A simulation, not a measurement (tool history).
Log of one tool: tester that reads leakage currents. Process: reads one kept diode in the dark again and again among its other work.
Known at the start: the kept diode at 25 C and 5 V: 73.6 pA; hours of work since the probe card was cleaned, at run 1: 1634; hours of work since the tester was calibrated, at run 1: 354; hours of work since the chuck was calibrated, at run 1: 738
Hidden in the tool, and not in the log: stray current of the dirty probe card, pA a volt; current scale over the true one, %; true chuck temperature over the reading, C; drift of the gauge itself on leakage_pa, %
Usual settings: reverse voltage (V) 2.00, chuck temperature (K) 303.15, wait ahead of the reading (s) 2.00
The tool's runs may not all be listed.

run,hour,reverse voltage (V),chuck temperature (K),wait ahead of the reading (s),hours of work since the probe card was cleaned,hours of work since the tester was calibrated,hours of work since the chuck was calibrated,current that the tester gives (pA)
1,0.0,2.00,303.15,2.00,1634,354,738,63.48
2,64.4,2.00,303.15,2.00,1678,398,782,63.45
3,135.5,2.00,303.15,2.00,1726,446,830,63.37
4,204.5,2.00,303.15,5.14,1772,492,876,63.03
5,267.8,2.00,303.15,2.00,1815,535,919,62.49
6,310.2,2.00,303.15,2.00,1844,564,948,62.93
7,390.9,2.00,303.15,2.00,1899,619,1003,62.25
8,428.4,2.00,303.15,2.00,1924,644,1028,62.01
# hour 437.3: probe card cleaned and baked
9,505.1,2.00,303.15,2.00,46,694,1078,62.23
10,581.7,2.00,303.15,0.46,98,746,1130,62.78
# hour 617.1: chuck's temperature calibrated
11,625.9,2.00,303.15,0.46,126,774,6,67.23
12,681.0,2.00,303.15,0.46,164,812,43,66.59
13,728.1,2.00,325.15,2.00,195,843,75,329.75
# hour 783.1: probe card cleaned and baked, once more
14,800.9,2.00,305.15,2.00,12,891,122,77.00
15,879.6,2.00,305.15,2.00,65,944,176,76.17
16,914.0,2.00,314.15,0.44,89,967,199,151.05
17,973.8,10.80,328.15,3.98,129,1008,239,1001.30
18,1028.2,6.84,303.15,2.18,166,1045,276,127.07
19,1069.4,1.64,327.15,6.25,194,1072,304,332.16
20,1144.7,1.64,327.15,6.25,245,1123,355,330.81
21,1203.6,10.73,295.15,2.00,285,1163,395,85.64
22,1269.8,10.73,295.15,2.00,329,1208,440,84.92
23,1337.3,10.73,295.15,2.00,375,1254,485,84.51
24,1372.5,1.47,314.15,8.10,399,1278,509,124.32
25,1410.5,1.47,314.15,8.10,425,1303,535,123.75
26,1453.6,2.68,303.15,2.00,454,1332,564,74.74
27,1512.8,2.68,303.15,2.00,494,1373,604,74.76
28,1561.3,2.68,303.15,2.00,527,1405,637,74.31
29,1603.4,2.68,303.15,2.00,555,1434,666,73.83

Hidden state or all else? Some run-to-run changes of current that the tester gives (pA), split into what the settings, what came in and random variation would give without the hidden state, and what is left for the hidden state (with any gauge scatter that isn't in both results):
Run 16 -> 17: reverse voltage (V) 2.00 -> 10.80, chuck temperature (K) 314.15 -> 328.15, wait ahead of the reading (s) 0.44 -> 3.98. current that the tester gives (pA) +850.25: hidden state -19.50, all else +869.75.
Run 17 -> 18: reverse voltage (V) 10.80 -> 6.84, chuck temperature (K) 328.15 -> 303.15, wait ahead of the reading (s) 3.98 -> 2.18. current that the tester gives (pA) -874.23: hidden state +19.18, all else -893.41.
